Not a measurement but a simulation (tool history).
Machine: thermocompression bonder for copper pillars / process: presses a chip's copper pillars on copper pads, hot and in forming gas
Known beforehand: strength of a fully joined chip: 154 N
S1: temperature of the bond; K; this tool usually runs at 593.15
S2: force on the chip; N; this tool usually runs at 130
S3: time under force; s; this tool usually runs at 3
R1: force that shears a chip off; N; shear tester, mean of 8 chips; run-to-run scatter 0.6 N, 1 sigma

run	day	S1	S2	S3	R1
1	0.000	593.15	130	3	98.9
2	0.846	593.15	130	3	98.9
3	1.317	593.15	130	3	97.9
4	2.100	593.15	84	3	76.7
5	2.717	593.15	84	3	75.9
6	3.442	593.15	84	3	75.5
7	3.912	569.15	84	3	60.5
8	4.850	569.15	84	3	60.1
9	5.525	609.15	130	3	106.9
10	6.362	609.15	130	3	106.8
11	6.904	609.15	130	4	113.1
12	7.758	609.15	130	4	112.7
13	8.354	612.15	149	8	132.1
14	8.912	564.15	148	3	82.7
15	9.725	593.15	130	6	112.9
16	10.217	603.15	91	2	73.8
17	10.950	577.15	147	3	90.9
18	11.454	589.15	139	2	85.5
19	12.358	589.15	139	2	85.5

Forecast each of these 4 alternatives for the next run:
A	13.029	594.15	105	3	?
B	13.029	619.15	177	3	?
C	13.029	621.15	192	5	?
D	13.029	593.15	132	2	?

run	R1
A	84.7
B	122.2
C	132.8
D	85.0
Without the tool's hidden state the same runs would have given:
run	R1
A	94.5
B	134.8
C	145.9
D	94.9

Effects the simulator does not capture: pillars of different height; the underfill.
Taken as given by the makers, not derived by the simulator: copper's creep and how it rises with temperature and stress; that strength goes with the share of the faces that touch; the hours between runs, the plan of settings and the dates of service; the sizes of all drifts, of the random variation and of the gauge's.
